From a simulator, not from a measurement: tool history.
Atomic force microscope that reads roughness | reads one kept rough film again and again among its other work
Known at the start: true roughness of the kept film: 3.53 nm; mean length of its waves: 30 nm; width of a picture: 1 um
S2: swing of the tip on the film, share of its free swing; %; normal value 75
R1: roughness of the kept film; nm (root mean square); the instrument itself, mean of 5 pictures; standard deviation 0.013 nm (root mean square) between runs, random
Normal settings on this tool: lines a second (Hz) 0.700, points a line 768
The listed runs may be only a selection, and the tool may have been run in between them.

Run 1, hour 0.0: usual settings. Result: R1 2.744 nm (root mean square).
Run 2, hour 37.4: usual settings. Result: R1 2.696 nm (root mean square).
Run 3, hour 77.3: usual settings. Result: R1 2.584 nm (root mean square).
Run 4, hour 111.4: usual settings. Result: R1 2.538 nm (root mean square).
Run 5, hour 156.1: usual settings but points a line 546. Result: R1 2.479 nm (root mean square).
Run 6, hour 212.8: usual settings but S2 56 %. Result: R1 2.497 nm (root mean square).
At hour 227.0: new tip fitted.
Run 7, hour 270.7: usual settings but S2 56 %. Result: R1 2.994 nm (root mean square).
Run 8, hour 324.5: usual settings but S2 56 %. Result: R1 2.879 nm (root mean square).
Run 9, hour 384.2: usual settings but S2 56 %. Result: R1 2.747 nm (root mean square).
Run 10, hour 440.6: usual settings but S2 56 %. Result: R1 2.671 nm (root mean square).
Run 11, hour 487.7: usual settings but S2 56 %. Result: R1 2.607 nm (root mean square).
Run 12, hour 541.6: usual settings but S2 56 %. Result: R1 2.511 nm (root mean square).
At hour 586.4: new tip fitted.
Run 13, hour 586.4: usual settings but S2 56 %. Result: R1 3.080 nm (root mean square).
Run 14, hour 634.9: usual settings but lines a second (Hz) 1.763, S2 65 %, points a line 459. Result: R1 2.770 nm (root mean square).
Run 15, hour 677.1: usual settings but lines a second (Hz) 3.704, S2 66 %, points a line 339. Result: R1 2.456 nm (root mean square).
Run 16, hour 733.2: usual settings but lines a second (Hz) 3.704, S2 66 %, points a line 339. Result: R1 2.370 nm (root mean square).
Run 17, hour 770.2: usual settings but lines a second (Hz) 3.704, S2 66 %, points a line 339. Result: R1 2.315 nm (root mean square).
Run 18, hour 796.6: usual settings but lines a second (Hz) 1.337. Result: R1 2.424 nm (root mean square).
Run 19, hour 852.8: usual settings but lines a second (Hz) 1.337. Result: R1 2.346 nm (root mean square).
Run 20, hour 904.5: usual settings but lines a second (Hz) 1.337, S2 68 %. Result: R1 2.333 nm (root mean square).
At hour 947.0: new tip fitted.
Run 21, hour 962.4: usual settings but lines a second (Hz) 0.810, points a line 834. Result: R1 2.909 nm (root mean square).
Run 22, hour 1020.6: usual settings but lines a second (Hz) 0.810, points a line 834. Result: R1 2.774 nm (root mean square).
Run 23, hour 1066.4: usual settings but lines a second (Hz) 0.810, points a line 834. Result: R1 2.695 nm (root mean square).
Run 24, hour 1093.9: usual settings but lines a second (Hz) 0.810, points a line 834. Result: R1 2.641 nm (root mean square).
Run 25, hour 1131.0: usual settings but lines a second (Hz) 3.070, S2 77 %, points a line 893. Result: R1 2.147 nm (root mean square).
Run 26, hour 1156.0: usual settings but lines a second (Hz) 3.909, S2 77 %, points a line 893. Result: R1 1.981 nm (root mean square).

Selected run-to-run steps in R1, each split into two signed amounts: the part the tool would show with no hidden state at all (from settings, incoming material and random variation), and the remainder, which goes to the hidden state together with any gauge scatter not common to the measured and the hidden-state-free results:
Unlogged tool condition in this case: radius of the tip, nm; height scale over the true one, %; drift of the gauge itself on roughness_nm, %.
Run 12 -> 13: new tip fitted. R1 +0.569 nm (root mean square): hidden state +0.593, all else -0.024.
Run 20 -> 21: lines a second (Hz) 1.337 -> 0.810, S2 68 -> 75, points a line 768 -> 834, new tip fitted. R1 +0.576 nm (root mean square): hidden state +0.526, all else +0.050.
